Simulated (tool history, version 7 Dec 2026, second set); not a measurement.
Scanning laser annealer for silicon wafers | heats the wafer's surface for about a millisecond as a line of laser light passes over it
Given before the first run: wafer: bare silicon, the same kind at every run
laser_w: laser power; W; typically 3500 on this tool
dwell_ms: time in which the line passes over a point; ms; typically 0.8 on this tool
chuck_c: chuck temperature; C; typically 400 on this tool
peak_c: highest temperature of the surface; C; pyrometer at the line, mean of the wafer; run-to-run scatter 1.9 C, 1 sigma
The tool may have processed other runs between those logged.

run   hour  laser_w  dwell_ms  chuck_c  peak_c
  1      0     3500       0.8      400    1119
  2      7     3500       0.8      400    1118
  3   12.8     3500       0.8      400    1118
  4   21.4     3500       0.8      400    1118
  5     29     3500       0.8      400    1118
  6     37     3500       0.8      400    1119
  7   45.9     3500     0.905      400    1167
  8     55     3500     0.905      400    1168
  9   62.2     3500       0.8      400    1117
 10     73     3500       0.8      400    1115
 11   82.3     3500     0.572      400     993
 12   93.1     3500     0.572      400     990
 13  102.8     3500     0.572      400     989
 14  111.5     3500     0.572      400     991
 15  124.8     3500     0.572      400     987
 16  138.9     3500     0.572      400     990
 17  151.5     3500       0.8      400    1109
 18  161.6     3500       0.8      393    1102
 19  175.5     3500       0.8      393    1103
 20  189.4     3380       0.8      393    1071
 21  196.8     3500       0.8      438    1144
 22  208.6     3500       0.8      438    1146
     211.6  -- window over the wafer cleaned
 23  224.2     3500       0.8      438    1137
 24    234     3590     0.652      438    1083
 25  245.2     3590     0.652      438    1081
 26  251.1     3201       0.8      400    1023
 27  263.6     3201       0.8      400    1023
     271.2  -- window over the wafer cleaned, once more
 28    272     3201       0.8      400    1066
 29  281.9     3600     0.704      417    1136
 30    296     3500       0.8      437    1179
 31  302.5     3760     0.673      410    1150
 32    309     3760     0.673      410    1149
 33  317.1     3444     0.673      378    1038
 34  323.8     3500      0.61      414    1055
 35  331.3     3415     0.618      384    1005
 36  344.6     3637     0.851      426    1235
 37  355.8     3063       0.8      367     991
 38  368.1     3039       0.8      400    1019
 39  379.7     3711     0.989      388    1289
 40  390.5     3711     0.989      388    1285
 41  398.1     3711     0.577      388    1048

Branching from run 41: 4 alternative next runs. What would each branch give?
  A  410.7     3064     0.737      436       ?
  B  410.7     3711      0.79      409       ?
  C  410.7     3604       0.8      372       ?
  D  410.7     3500     0.672      400       ?

run  peak_c
  A    1030
  B    1203
  C    1137
  D    1069
With no hidden state in the tool, these same runs would have given:
run  peak_c
  A    1045
  B    1223
  C    1157
  D    1086

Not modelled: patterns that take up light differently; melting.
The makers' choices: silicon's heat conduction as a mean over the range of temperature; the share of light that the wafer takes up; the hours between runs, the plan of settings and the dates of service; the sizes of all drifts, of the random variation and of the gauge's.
